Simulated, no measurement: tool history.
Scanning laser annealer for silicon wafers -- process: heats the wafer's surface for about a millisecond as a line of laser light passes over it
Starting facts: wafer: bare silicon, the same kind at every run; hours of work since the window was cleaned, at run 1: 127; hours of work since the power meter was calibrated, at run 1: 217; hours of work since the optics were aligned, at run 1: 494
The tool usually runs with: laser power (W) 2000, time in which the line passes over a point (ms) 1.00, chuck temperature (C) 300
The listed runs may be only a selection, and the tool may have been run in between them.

run	hour	laser power (W)	time in which the line passes over a point (ms)	chuck temperature (C)	hours of work since the window was cleaned	hours of work since the power meter was calibrated	hours of work since the optics were aligned	highest temperature of the surface (C)
1	0.0	2000	1.00	300	127	217	494	1058
2	6.7	1810	1.00	300	131	221	498	959
3	13.0	2000	1.00	340	135	225	502	1094
4	21.0	2000	1.00	300	140	230	507	1053
5	31.7	2000	1.00	300	146	237	514	1052
6	39.3	2000	1.00	300	151	241	519	1050
7	50.9	2000	1.00	300	158	249	526	1052
8	61.6	2000	1.00	300	165	255	533	1052
9	71.7	2000	0.87	300	171	262	539	998
10	79.0	2000	0.87	300	176	266	544	995
11	84.7	2000	0.87	300	179	270	547	997
12	96.4	2000	0.87	300	187	277	555	992
13	102.4	2000	0.87	300	191	281	558	993
14	111.2	2000	1.00	300	196	286	564	1049
15	116.8	2000	1.00	300	200	290	567	1051
16	122.8	2000	1.00	300	203	294	571	1047
17	129.3	2000	0.94	300	207	298	575	1019
18	134.6	2000	1.00	300	211	301	579	1047
19	139.7	2000	1.00	300	214	304	582	1044
20	150.6	2000	1.00	300	221	311	589	1047
21	162.0	2000	1.00	300	228	318	596	1041
22	172.6	2159	1.00	333	235	325	602	1156
23	183.8	2080	1.00	302	242	332	609	1084
24	192.7	1852	1.23	287	247	337	615	1036
25	200.2	1838	0.91	334	252	342	620	962
26	205.8	1838	0.91	334	255	345	623	961
27	211.5	2000	1.00	278	259	349	627	1017
# hour 214.4: window over the wafer cleaned
28	222.6	2047	0.92	302	5	355	632	1018
29	229.5	1705	1.00	300	9	359	637	883
# hour 235.9: window over the wafer cleaned, once more
30	243.5	2108	0.78	305	5	367	644	1020
31	254.3	2108	0.78	305	12	373	651	1022
32	262.8	1959	0.78	310	17	379	656	958
33	274.1	1959	0.78	310	24	386	663	957
34	282.6	2005	0.83	279	29	391	669	975
35	291.0	2005	0.83	279	34	396	674	970
36	300.8	2005	0.95	330	41	402	680	1073
37	306.5	2000	1.00	334	44	406	684	1095
38	314.2	2040	1.01	275	49	411	688	1060
39	324.9	2040	1.01	275	56	417	695	1058
40	335.1	2138	0.94	288	62	424	702	1090
41	342.9	1732	0.93	313	67	429	706	912

Selected run-to-run steps in highest temperature of the surface (C), each split into two signed amounts: the part the tool would show with no hidden state at all (from settings, incoming material and random variation), and the remainder, which goes to the hidden state together with any gauge scatter not common to the measured and the hidden-state-free results:
Hidden conditions of the tool in this case: light that passes the window, % of a clean one's; laser's true power over the reading, %; width of the line over the set one, %; drift of the gauge itself on peak_c, C.
Run 2 -> 3: laser power (W) 1810 -> 2000, chuck temperature (C) 300 -> 340. highest temperature of the surface (C) +135: hidden state -4, all else +139.
Run 27 -> 28: laser power (W) 2000 -> 2047, time in which the line passes over a point (ms) 1.00 -> 0.92, chuck temperature (C) 278 -> 302, window over the wafer cleaned. highest temperature of the surface (C) +1: hidden state -15, all else +16.
Run 28 -> 29: laser power (W) 2047 -> 1705, time in which the line passes over a point (ms) 0.92 -> 1.00, chuck temperature (C) 302 -> 300. highest temperature of the surface (C) -135: hidden state +10, all else -145.
Run 29 -> 30: laser power (W) 1705 -> 2108, time in which the line passes over a point (ms) 1.00 -> 0.78, chuck temperature (C) 300 -> 305, window over the wafer cleaned, once more. highest temperature of the surface (C) +137: hidden state +30, all else +107.
Run 40 -> 41: laser power (W) 2138 -> 1732, time in which the line passes over a point (ms) 0.94 -> 0.93, chuck temperature (C) 288 -> 313. highest temperature of the surface (C) -178: hidden state +6, all else -184.

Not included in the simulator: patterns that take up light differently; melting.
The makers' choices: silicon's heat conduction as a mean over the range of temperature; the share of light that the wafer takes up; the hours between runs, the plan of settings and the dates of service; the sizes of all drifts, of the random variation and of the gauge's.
